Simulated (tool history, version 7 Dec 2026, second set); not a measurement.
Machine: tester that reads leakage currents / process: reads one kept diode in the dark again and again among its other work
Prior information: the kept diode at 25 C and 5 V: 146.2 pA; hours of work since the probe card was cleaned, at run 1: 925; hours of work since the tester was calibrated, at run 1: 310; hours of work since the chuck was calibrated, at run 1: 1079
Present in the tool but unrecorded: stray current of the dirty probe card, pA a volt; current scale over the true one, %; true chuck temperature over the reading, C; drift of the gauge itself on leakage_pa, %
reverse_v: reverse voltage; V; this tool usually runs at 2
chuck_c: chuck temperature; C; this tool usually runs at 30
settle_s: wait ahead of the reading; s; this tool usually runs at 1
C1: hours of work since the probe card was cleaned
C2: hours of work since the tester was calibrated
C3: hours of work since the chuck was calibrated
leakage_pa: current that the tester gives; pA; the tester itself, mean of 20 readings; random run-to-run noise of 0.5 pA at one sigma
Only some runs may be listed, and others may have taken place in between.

{"run": 1, "hour": 0.0, "reverse_v": 2, "chuck_c": 30, "settle_s": 1, "C1": 925, "C2": 310, "C3": 1079, "leakage_pa": 166.73}
{"run": 2, "hour": 87.4, "reverse_v": 2, "chuck_c": 30, "settle_s": 1, "C1": 963, "C2": 348, "C3": 1117, "leakage_pa": 165.7}
{"run": 3, "hour": 199.3, "reverse_v": 7.65, "chuck_c": 30, "settle_s": 1, "C1": 1011, "C2": 396, "C3": 1165, "leakage_pa": 264.82}
{"hour": 270.8, "done": "chuck's temperature calibrated"}
{"run": 4, "hour": 282.2, "reverse_v": 2, "chuck_c": 30, "settle_s": 2.32, "C1": 1046, "C2": 431, "C3": 5, "leakage_pa": 165.61}
{"run": 5, "hour": 408.2, "reverse_v": 2, "chuck_c": 30, "settle_s": 2.32, "C1": 1101, "C2": 485, "C3": 59, "leakage_pa": 165.83}
{"run": 6, "hour": 482.0, "reverse_v": 2, "chuck_c": 30, "settle_s": 1.01, "C1": 1132, "C2": 517, "C3": 91, "leakage_pa": 165.88}
{"run": 7, "hour": 575.2, "reverse_v": 2, "chuck_c": 30, "settle_s": 1.01, "C1": 1172, "C2": 557, "C3": 131, "leakage_pa": 166.98}
{"run": 8, "hour": 633.9, "reverse_v": 5.83, "chuck_c": 30, "settle_s": 1.01, "C1": 1198, "C2": 583, "C3": 156, "leakage_pa": 243.34}
{"run": 9, "hour": 760.2, "reverse_v": 2, "chuck_c": 30, "settle_s": 0.31, "C1": 1252, "C2": 637, "C3": 211, "leakage_pa": 168.2}
{"hour": 790.4, "done": "probe card cleaned and baked"}
{"run": 10, "hour": 827.6, "reverse_v": 2, "chuck_c": 38, "settle_s": 1, "C1": 16, "C2": 665, "C3": 239, "leakage_pa": 325.04}
{"run": 11, "hour": 902.5, "reverse_v": 3.55, "chuck_c": 30, "settle_s": 1, "C1": 48, "C2": 697, "C3": 271, "leakage_pa": 204.24}
{"run": 12, "hour": 966.6, "reverse_v": 2, "chuck_c": 30, "settle_s": 1, "C1": 76, "C2": 725, "C3": 299, "leakage_pa": 165.09}
{"run": 13, "hour": 1023.6, "reverse_v": 2, "chuck_c": 30, "settle_s": 1, "C1": 101, "C2": 749, "C3": 323, "leakage_pa": 166.05}
{"run": 14, "hour": 1081.8, "reverse_v": 2, "chuck_c": 30, "settle_s": 1, "C1": 126, "C2": 774, "C3": 348, "leakage_pa": 166.6}
{"run": 15, "hour": 1188.6, "reverse_v": 2, "chuck_c": 30, "settle_s": 1, "C1": 172, "C2": 820, "C3": 394, "leakage_pa": 166.43}
{"run": 16, "hour": 1279.1, "reverse_v": 2, "chuck_c": 30, "settle_s": 1, "C1": 211, "C2": 859, "C3": 433, "leakage_pa": 166.67}
{"run": 17, "hour": 1383.4, "reverse_v": 2, "chuck_c": 30, "settle_s": 1, "C1": 256, "C2": 904, "C3": 478, "leakage_pa": 166.11}
{"run": 18, "hour": 1458.2, "reverse_v": 2, "chuck_c": 29, "settle_s": 1, "C1": 288, "C2": 937, "C3": 510, "leakage_pa": 152.93}
{"run": 19, "hour": 1520.4, "reverse_v": 2, "chuck_c": 30, "settle_s": 1, "C1": 315, "C2": 963, "C3": 537, "leakage_pa": 165.77}
{"run": 20, "hour": 1626.0, "reverse_v": 2, "chuck_c": 30, "settle_s": 1, "C1": 360, "C2": 1009, "C3": 583, "leakage_pa": 166.1}
{"run": 21, "hour": 1691.4, "reverse_v": 2, "chuck_c": 30, "settle_s": 1, "C1": 388, "C2": 1037, "C3": 611, "leakage_pa": 166.25}
{"run": 22, "hour": 1787.5, "reverse_v": 11.53, "chuck_c": 35, "settle_s": 8.48, "C1": 430, "C2": 1079, "C3": 652, "leakage_pa": 465.32}
{"run": 23, "hour": 1869.1, "reverse_v": 5.27, "chuck_c": 30, "settle_s": 1, "C1": 465, "C2": 1114, "C3": 688, "leakage_pa": 233.21}
{"run": 24, "hour": 1942.7, "reverse_v": 1.74, "chuck_c": 34, "settle_s": 1, "C1": 497, "C2": 1145, "C3": 719, "leakage_pa": 222.17}
{"run": 25, "hour": 2046.6, "reverse_v": 1.74, "chuck_c": 28, "settle_s": 1, "C1": 541, "C2": 1190, "C3": 764, "leakage_pa": 132.57}
{"run": 26, "hour": 2146.3, "reverse_v": 2.19, "chuck_c": 49, "settle_s": 1.21, "C1": 584, "C2": 1233, "C3": 807, "leakage_pa": 803.2}
{"run": 27, "hour": 2202.5, "reverse_v": 2.19, "chuck_c": 49, "settle_s": 1.21, "C1": 609, "C2": 1257, "C3": 831, "leakage_pa": 805.47}
{"run": 28, "hour": 2311.5, "reverse_v": 1.23, "chuck_c": 57, "settle_s": 1, "C1": 656, "C2": 1304, "C3": 878, "leakage_pa": 1197.61}
{"run": 29, "hour": 2371.2, "reverse_v": 1.23, "chuck_c": 57, "settle_s": 1, "C1": 681, "C2": 1330, "C3": 904, "leakage_pa": 1191.16}
{"run": 30, "hour": 2465.7, "reverse_v": 1.23, "chuck_c": 57, "settle_s": 1, "C1": 722, "C2": 1371, "C3": 945, "leakage_pa": 1195.62}
{"run": 31, "hour": 2572.3, "reverse_v": 1.23, "chuck_c": 57, "settle_s": 1, "C1": 768, "C2": 1417, "C3": 991, "leakage_pa": 1204.38}
{"run": 32, "hour": 2634.0, "reverse_v": 13.56, "chuck_c": 24, "settle_s": 1, "C1": 795, "C2": 1443, "C3": 1017, "leakage_pa": 195.12}
{"run": 33, "hour": 2749.3, "reverse_v": 13.56, "chuck_c": 24, "settle_s": 1, "C1": 844, "C2": 1493, "C3": 1067, "leakage_pa": 193.14}
{"run": 34, "hour": 2821.1, "reverse_v": 13.56, "chuck_c": 24, "settle_s": 1, "C1": 875, "C2": 1524, "C3": 1098, "leakage_pa": 193.37}
{"run": 35, "hour": 2954.7, "reverse_v": 13.56, "chuck_c": 24, "settle_s": 1, "C1": 933, "C2": 1582, "C3": 1155, "leakage_pa": 194.37}
{"run": 36, "hour": 3032.7, "reverse_v": 13.56, "chuck_c": 24, "settle_s": 1, "C1": 966, "C2": 1615, "C3": 1189, "leakage_pa": 194.71}
{"hour": 3046.1, "done": "chuck's temperature calibrated"}
{"run": 37, "hour": 3110.1, "reverse_v": 2, "chuck_c": 29, "settle_s": 4.29, "C1": 999, "C2": 1648, "C3": 28, "leakage_pa": 152.29}
{"run": 38, "hour": 3189.7, "reverse_v": 3.63, "chuck_c": 29, "settle_s": 4.29, "C1": 1033, "C2": 1682, "C3": 62, "leakage_pa": 186.82}
{"run": 39, "hour": 3302.7, "reverse_v": 3.63, "chuck_c": 29, "settle_s": 4.29, "C1": 1082, "C2": 1731, "C3": 111, "leakage_pa": 186.06}
{"run": 40, "hour": 3398.7, "reverse_v": 1.15, "chuck_c": 30, "settle_s": 0.55, "C1": 1123, "C2": 1772, "C3": 152, "leakage_pa": 137.74}
{"run": 41, "hour": 3498.0, "reverse_v": 14.1, "chuck_c": 26, "settle_s": 0.38, "C1": 1166, "C2": 1815, "C3": 195, "leakage_pa": 243.46}

Describe how what the log doesn't record of the tool's condition differs between the last listed run preceding each entry between runs and the first listed run following it.
Runs 3 to 4: chuck's temperature calibrated (hour 270.8)
  true chuck temperature over the reading, C: -0.02 -> 0
  what was measured, less what the result would be without the hidden state, leakage_pa: -0.45 -> +0.02 pA
Runs 9 to 10: probe card cleaned and baked (hour 790.4)
  stray current of the dirty probe card, pA a volt: 0.032 -> 0.02; true chuck temperature over the reading, C: 0 -> -0.01
  what was measured, less what the result would be without the hidden state, leakage_pa: -0.04 -> -0.13 pA
Runs 36 to 37: chuck's temperature calibrated (hour 3046.1)
  true chuck temperature over the reading, C: -0.02 -> 0
  what was measured, less what the result would be without the hidden state, leakage_pa: -0.28 -> +0 pA

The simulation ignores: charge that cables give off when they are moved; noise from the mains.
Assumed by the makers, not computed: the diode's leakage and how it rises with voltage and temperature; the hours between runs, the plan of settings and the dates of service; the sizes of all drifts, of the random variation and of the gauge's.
